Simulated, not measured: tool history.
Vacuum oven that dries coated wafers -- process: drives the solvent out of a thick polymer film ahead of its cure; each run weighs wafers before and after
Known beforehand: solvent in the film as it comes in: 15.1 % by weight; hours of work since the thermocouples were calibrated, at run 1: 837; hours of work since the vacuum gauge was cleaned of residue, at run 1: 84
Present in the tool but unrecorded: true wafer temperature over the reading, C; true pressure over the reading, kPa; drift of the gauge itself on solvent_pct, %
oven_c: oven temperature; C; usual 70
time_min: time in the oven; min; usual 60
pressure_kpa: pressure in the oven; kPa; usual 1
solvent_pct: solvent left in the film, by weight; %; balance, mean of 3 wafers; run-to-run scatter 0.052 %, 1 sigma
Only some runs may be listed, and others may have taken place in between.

| run | day | oven_c | time_min | pressure_kpa | hours of work since the thermocouples were calibrated | hours of work since the vacuum gauge was cleaned of residue | solvent_pct |
|---|---|---|---|---|---|---|---|
| 1 | 0 | 70 | 60 | 1 | 837 | 84 | 1.81 |
| 2 | 0.446 | 70 | 60 | 1 | 842 | 89 | 1.82 |
| 3 | 0.8 | 70 | 60 | 1 | 845 | 92 | 1.78 |
| 4 | 1.146 | 70 | 60 | 1 | 849 | 96 | 1.83 |
| 5 | 1.583 | 70 | 60 | 1 | 854 | 101 | 1.86 |
| 6 | 1.908 | 70 | 46 | 1 | 857 | 104 | 2.64 |
| 7 | 2.371 | 70 | 46 | 1 | 862 | 109 | 2.73 |
| 8 | 2.733 | 70 | 60 | 2.25 | 866 | 113 | 2.42 |
| 9 | 3.229 | 70 | 60 | 1 | 871 | 118 | 1.88 |
| 10 | 3.738 | 70 | 60 | 1 | 876 | 123 | 1.77 |
| 11 | 3.975 | 70 | 60 | 1 | 879 | 126 | 1.86 |
| 12 | 4.4 | 70 | 60 | 1 | 883 | 130 | 1.87 |
| 13 | 4.683 | 70 | 60 | 1 | 886 | 133 | 1.84 |
| 14 | 5.167 | 70 | 60 | 1 | 891 | 138 | 1.74 |
| 15 | 5.462 | 70 | 60 | 1 | 894 | 141 | 1.86 |
| 16 | 5.862 | 70 | 60 | 1 | 899 | 146 | 1.85 |
| 17 | 6.358 | 70 | 60 | 1 | 904 | 151 | 1.87 |
| 18 | 6.804 | 70 | 60 | 1 | 909 | 156 | 1.91 |
| 19 | 7.196 | 70 | 60 | 1 | 913 | 160 | 1.88 |
|  | 7.283 | vacuum gauge cleaned of residue and calibrated |
| 20 | 7.625 | 70 | 60 | 1 | 917 | 4 | 1.91 |
| 21 | 8.058 | 70 | 60 | 1 | 921 | 8 | 1.9 |
|  | 8.238 | vacuum gauge cleaned of residue and calibrated, once more |
| 22 | 8.479 | 73 | 60 | 3.57 | 925 | 3 | 2.38 |
| 23 | 8.708 | 57 | 107 | 3.57 | 927 | 5 | 5.96 |
| 24 | 9 | 74 | 60 | 1 | 930 | 8 | 0.97 |
| 25 | 9.238 | 74 | 60 | 1.83 | 933 | 11 | 1.5 |
| 26 | 9.471 | 74 | 60 | 1.83 | 935 | 13 | 1.4 |
| 27 | 9.892 | 58 | 60 | 2.7 | 940 | 17 | 7.1 |
| 28 | 10.233 | 58 | 60 | 2.7 | 943 | 21 | 7.05 |
| 29 | 10.717 | 56 | 60 | 2.7 | 948 | 26 | 7.88 |
| 30 | 11.05 | 56 | 60 | 2.7 | 952 | 30 | 7.71 |
| 31 | 11.562 | 60 | 96 | 0.75 | 957 | 35 | 3.11 |
| 32 | 11.95 | 60 | 96 | 0.75 | 961 | 39 | 3.26 |
| 33 | 12.204 | 60 | 96 | 0.75 | 964 | 42 | 3.26 |
| 34 | 12.504 | 64 | 34 | 0.95 | 967 | 45 | 6.12 |
| 35 | 12.896 | 60 | 60 | 3.5 | 971 | 49 | 6.67 |
| 36 | 13.342 | 60 | 60 | 3.5 | 976 | 54 | 6.89 |
| 37 | 13.817 | 70 | 54 | 1.88 | 981 | 59 | 2.71 |
| 38 | 14.338 | 67 | 60 | 0.68 | 987 | 64 | 2.64 |
| 39 | 14.579 | 67 | 60 | 0.68 | 989 | 67 | 2.62 |

Some steps in solvent_pct, run to run, broken into two amounts with sign: the step expected even without the hidden condition (settings, incoming material, random variation), and the rest, left for the hidden condition together with whatever gauge scatter is not in both the measured and the hidden-condition-free result:
Run 22 -> 23: oven_c 73 -> 57, time_min 60 -> 107. solvent_pct +3.58 %: hidden state +0.24, all else +3.34.
Run 23 -> 24: oven_c 57 -> 74, time_min 107 -> 60, pressure_kpa 3.57 -> 1. solvent_pct -4.99 %: hidden state -0.3, all else -4.69.
Run 26 -> 27: oven_c 74 -> 58, pressure_kpa 1.83 -> 2.7. solvent_pct +5.7 %: hidden state +0.28, all else +5.42.
Run 30 -> 31: oven_c 56 -> 60, time_min 60 -> 96, pressure_kpa 2.7 -> 0.75. solvent_pct -4.6 %: hidden state -0.02, all else -4.58.
